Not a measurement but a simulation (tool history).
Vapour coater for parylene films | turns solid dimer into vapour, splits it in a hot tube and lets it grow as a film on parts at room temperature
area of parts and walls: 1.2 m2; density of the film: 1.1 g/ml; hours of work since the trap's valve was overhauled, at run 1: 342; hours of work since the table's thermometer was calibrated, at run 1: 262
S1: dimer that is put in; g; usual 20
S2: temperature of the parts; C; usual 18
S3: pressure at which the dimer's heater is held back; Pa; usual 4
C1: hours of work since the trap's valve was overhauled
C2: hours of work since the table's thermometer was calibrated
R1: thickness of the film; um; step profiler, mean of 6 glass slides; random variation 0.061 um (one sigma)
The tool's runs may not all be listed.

{"run": 1, "hour": 0.0, "S1": 20, "S2": 18, "S3": 4, "C1": 342, "C2": 262, "R1": 6.86}
{"run": 2, "hour": 10.2, "S1": 20, "S2": 18, "S3": 4, "C1": 348, "C2": 268, "R1": 6.83}
{"run": 3, "hour": 27.7, "S1": 20, "S2": 18, "S3": 4, "C1": 358, "C2": 279, "R1": 6.75}
{"run": 4, "hour": 40.5, "S1": 20, "S2": 18, "S3": 4, "C1": 366, "C2": 286, "R1": 6.83}
{"run": 5, "hour": 48.1, "S1": 10, "S2": 18, "S3": 4, "C1": 370, "C2": 291, "R1": 3.38}
{"run": 6, "hour": 57.5, "S1": 10, "S2": 18, "S3": 4, "C1": 376, "C2": 297, "R1": 3.31}
{"run": 7, "hour": 64.7, "S1": 10, "S2": 18, "S3": 8.33, "C1": 380, "C2": 301, "R1": 3.01}
{"run": 8, "hour": 76.3, "S1": 10, "S2": 18, "S3": 8.33, "C1": 387, "C2": 308, "R1": 3}
{"run": 9, "hour": 88.7, "S1": 10, "S2": 18, "S3": 5.65, "C1": 394, "C2": 315, "R1": 3.15}
{"hour": 90.9, "done": "table's thermometer calibrated"}
{"run": 10, "hour": 103.9, "S1": 10, "S2": 18, "S3": 5.65, "C1": 403, "C2": 8, "R1": 3.12}
{"run": 11, "hour": 117.3, "S1": 10, "S2": 18, "S3": 2.05, "C1": 411, "C2": 16, "R1": 3.75}
{"run": 12, "hour": 129.2, "S1": 10, "S2": 18, "S3": 2.05, "C1": 418, "C2": 23, "R1": 3.72}
{"hour": 136.0, "done": "trap's valve overhauled"}
{"hour": 145.6, "done": "table's thermometer calibrated, once more"}
{"run": 13, "hour": 149.8, "S1": 34, "S2": 18, "S3": 3.62, "C1": 8, "C2": 2, "R1": 12.36}
{"run": 14, "hour": 162.9, "S1": 20, "S2": 12, "S3": 5.54, "C1": 15, "C2": 10, "R1": 7.68}
{"run": 15, "hour": 172.6, "S1": 20, "S2": 21, "S3": 5.54, "C1": 21, "C2": 16, "R1": 6.33}
{"run": 16, "hour": 189.4, "S1": 31, "S2": 26, "S3": 2.97, "C1": 31, "C2": 26, "R1": 9.81}
{"run": 17, "hour": 205.0, "S1": 31, "S2": 26, "S3": 2.97, "C1": 40, "C2": 35, "R1": 9.85}
{"run": 18, "hour": 215.8, "S1": 31, "S2": 26, "S3": 2.97, "C1": 47, "C2": 42, "R1": 9.85}
{"run": 19, "hour": 233.0, "S1": 29, "S2": 16, "S3": 10.09, "C1": 57, "C2": 52, "R1": 9.41}
{"run": 20, "hour": 249.7, "S1": 20, "S2": 24, "S3": 3.84, "C1": 67, "C2": 62, "R1": 6.38}
{"run": 21, "hour": 258.9, "S1": 20, "S2": 24, "S3": 3.84, "C1": 72, "C2": 67, "R1": 6.25}
{"run": 22, "hour": 271.7, "S1": 29, "S2": 18, "S3": 4, "C1": 80, "C2": 75, "R1": 10.27}
{"run": 23, "hour": 282.4, "S1": 27, "S2": 29, "S3": 11.32, "C1": 86, "C2": 81, "R1": 6.42}

3 ways to go on from here, each from the tool as it stands after run 23. What would each give?
{"run": "A", "hour": 293.3, "S1": 20, "S2": 11, "S3": 3.14, "C1": 93, "C2": 88, "R1": "?"}
{"run": "B", "hour": 293.3, "S1": 20, "S2": 15, "S3": 4, "C1": 93, "C2": 88, "R1": "?"}
{"run": "C", "hour": 293.3, "S1": 15, "S2": 26, "S3": 4, "C1": 93, "C2": 88, "R1": "?"}

run=A R1=8.45
run=B R1=7.46
run=C R1=4.59
Without the tool's hidden state the same runs would have given:
run=A R1=8.55
run=B R1=7.55
run=C R1=4.64

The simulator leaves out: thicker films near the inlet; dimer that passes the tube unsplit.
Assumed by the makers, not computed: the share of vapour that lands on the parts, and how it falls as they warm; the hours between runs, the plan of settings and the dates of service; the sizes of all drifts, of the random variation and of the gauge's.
